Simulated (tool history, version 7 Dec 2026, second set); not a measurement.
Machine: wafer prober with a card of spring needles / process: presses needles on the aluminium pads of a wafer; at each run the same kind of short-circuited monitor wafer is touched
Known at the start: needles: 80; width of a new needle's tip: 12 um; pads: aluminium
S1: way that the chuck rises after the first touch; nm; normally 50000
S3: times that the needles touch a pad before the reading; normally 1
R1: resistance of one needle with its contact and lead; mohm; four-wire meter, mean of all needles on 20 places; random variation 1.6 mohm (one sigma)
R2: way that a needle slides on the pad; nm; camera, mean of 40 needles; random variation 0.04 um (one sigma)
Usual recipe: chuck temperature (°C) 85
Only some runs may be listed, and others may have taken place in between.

Run 1, hour 0.0: usual settings. Result: R1 199 mohm, R2 8980 nm.
At hour 5.5: tips cleaned on abrasive film.
Run 2, hour 10.1: usual settings but chuck temperature (°C) 117. Result: R1 213 mohm, R2 8920 nm.
At hour 14.2: tips cleaned on abrasive film.
Run 3, hour 20.6: usual settings. Result: R1 214 mohm, R2 8950 nm.
At hour 23.9: tips cleaned on abrasive film.
At hour 33.2: tips cleaned on abrasive film.
Run 4, hour 37.2: usual settings but chuck temperature (°C) 95. Result: R1 207 mohm, R2 8930 nm.
At hour 42.2: tips cleaned on abrasive film.
Run 5, hour 45.4: usual settings but chuck temperature (°C) 31. Result: R1 193 mohm, R2 8910 nm.
At hour 50.9: tips cleaned on abrasive film.
Run 6, hour 52.8: usual settings but chuck temperature (°C) 31. Result: R1 177 mohm, R2 8870 nm.
At hour 59.6: tips cleaned on abrasive film.
Run 7, hour 61.9: usual settings but chuck temperature (°C) 31. Result: R1 183 mohm, R2 8830 nm.
At hour 69.1: tips cleaned on abrasive film.
Run 8, hour 76.1: usual settings but chuck temperature (°C) 31. Result: R1 210 mohm, R2 8870 nm.
At hour 77.6: tips cleaned on abrasive film.
Run 9, hour 84.8: usual settings but chuck temperature (°C) 31. Result: R1 207 mohm, R2 8890 nm.
At hour 86.4: tips cleaned on abrasive film.
Run 10, hour 94.0: usual settings. Result: R1 219 mohm, R2 8870 nm.
At hour 95.5: tips cleaned on abrasive film.
At hour 104.2: tips cleaned on abrasive film.
Run 11, hour 109.0: usual settings. Result: R1 207 mohm, R2 8900 nm.
At hour 113.2: tips cleaned on abrasive film.
At hour 122.2: tips cleaned on abrasive film.
Run 12, hour 123.4: usual settings but S1 61000 nm. Result: R1 172 mohm, R2 10870 nm.
At hour 131.4: tips cleaned on abrasive film.
At hour 140.1: tips cleaned on abrasive film.
Run 13, hour 140.3: usual settings but S1 61000 nm. Result: R1 164 mohm, R2 10840 nm.
At hour 149.3: tips cleaned on abrasive film.
Run 14, hour 149.3: usual settings but S1 61000 nm. Result: R1 160 mohm, R2 10860 nm.
Run 15, hour 157.6: usual settings. Result: R1 222 mohm, R2 8840 nm.
At hour 159.1: tips cleaned on abrasive film.
At hour 168.5: tips cleaned on abrasive film.
Run 16, hour 170.6: usual settings but S3 2. Result: R1 180 mohm, R2 8810 nm.
At hour 177.6: tips cleaned on abrasive film.
Run 17, hour 185.1: usual settings but chuck temperature (°C) 31. Result: R1 214 mohm, R2 8810 nm.
At hour 186.2: tips cleaned on abrasive film.
At hour 194.9: tips cleaned on abrasive film.
Run 18, hour 197.0: usual settings but S1 62000 nm, chuck temperature (°C) 43, S3 3. Result: R1 159 mohm, R2 11000 nm.
At hour 203.4: tips cleaned on abrasive film.
Run 19, hour 209.3: usual settings but S1 62000 nm, chuck temperature (°C) 43, S3 3. Result: R1 164 mohm, R2 10950 nm.
At hour 212.5: tips cleaned on abrasive film.
Run 20, hour 220.8: usual settings but chuck temperature (°C) 66, S3 2. Result: R1 196 mohm, R2 8800 nm.
At hour 221.8: tips cleaned on abrasive film.
Run 21, hour 228.4: usual settings but chuck temperature (°C) 35, S3 3. Result: R1 173 mohm, R2 8790 nm.
At hour 230.8: tips cleaned on abrasive film.
Run 22, hour 238.0: usual settings but S1 43000 nm, chuck temperature (°C) 98, S3 2. Result: R1 212 mohm, R2 7480 nm.
At hour 239.4: tips cleaned on abrasive film.
At hour 248.2: tips cleaned on abrasive film.
Run 23, hour 251.4: usual settings but S1 38000 nm, chuck temperature (°C) 30, S3 2. Result: R1 190 mohm, R2 6570 nm.
At hour 257.4: tips cleaned on abrasive film.
At hour 266.2: tips cleaned on abrasive film.
Run 24, hour 267.0: usual settings but S1 38000 nm, chuck temperature (°C) 30, S3 2. Result: R1 174 mohm, R2 6550 nm.
At hour 275.3: tips cleaned on abrasive film.
Run 25, hour 275.8: usual settings but S1 59000 nm, chuck temperature (°C) 74, S3 2. Result: R1 163 mohm, R2 10410 nm.
At hour 284.3: tips cleaned on abrasive film.
Run 26, hour 286.2: usual settings but S1 59000 nm, chuck temperature (°C) 57, S3 3. Result: R1 162 mohm, R2 10350 nm.
At hour 293.8: tips cleaned on abrasive film.
Run 27, hour 296.5: usual settings but chuck temperature (°C) 74, S3 2. Result: R1 177 mohm, R2 8660 nm.
At hour 302.3: tips cleaned on abrasive film.
At hour 311.5: tips cleaned on abrasive film.
Run 28, hour 313.0: usual settings but chuck temperature (°C) 88. Result: R1 189 mohm, R2 8650 nm.
At hour 320.5: tips cleaned on abrasive film.
Run 29, hour 323.5: usual settings but chuck temperature (°C) 88. Result: R1 197 mohm, R2 8650 nm.
At hour 329.6: tips cleaned on abrasive film.
Run 30, hour 330.6: usual settings but chuck temperature (°C) 47. Result: R1 178 mohm, R2 8760 nm.
At hour 338.1: tips cleaned on abrasive film.
Run 31, hour 338.1: usual settings but S1 32000 nm, chuck temperature (°C) 84, S3 2. Result: R1 180 mohm, R2 5350 nm.
At hour 347.4: tips cleaned on abrasive film.
Run 32, hour 351.4: usual settings but S1 32000 nm, chuck temperature (°C) 84, S3 2. Result: R1 236 mohm, R2 5360 nm.
At hour 357.1: tips cleaned on abrasive film.
Run 33, hour 365.3: usual settings but S1 43000 nm, chuck temperature (°C) 59. Result: R1 245 mohm, R2 7440 nm.

Alternative continuations, all from the tool just after run 33; predict every row:
At hour 366.9: tips cleaned on abrasive film.
At hour 376.2: tips cleaned on abrasive film.
Run A, hour 377.8: usual settings but S1 43000 nm, chuck temperature (°C) 74. Result: R1 ?, R2 ?.
At hour 366.9: tips cleaned on abrasive film.
At hour 376.2: tips cleaned on abrasive film.
Run B, hour 377.8: usual settings but S1 43000 nm, chuck temperature (°C) 59, S3 2. Result: R1 ?, R2 ?.
At hour 366.9: tips cleaned on abrasive film.
At hour 376.2: tips cleaned on abrasive film.
Run C, hour 377.8: usual settings but S1 35000 nm, chuck temperature (°C) 32, S3 3. Result: R1 ?, R2 ?.

run   R1    R2
  A  197  7300
  B  184  7330
  C  183  5910
Without the tool's unlogged condition, the same runs would have read:
run   R1    R2
  A  157  7750
  B  158  7790
  C  159  6370

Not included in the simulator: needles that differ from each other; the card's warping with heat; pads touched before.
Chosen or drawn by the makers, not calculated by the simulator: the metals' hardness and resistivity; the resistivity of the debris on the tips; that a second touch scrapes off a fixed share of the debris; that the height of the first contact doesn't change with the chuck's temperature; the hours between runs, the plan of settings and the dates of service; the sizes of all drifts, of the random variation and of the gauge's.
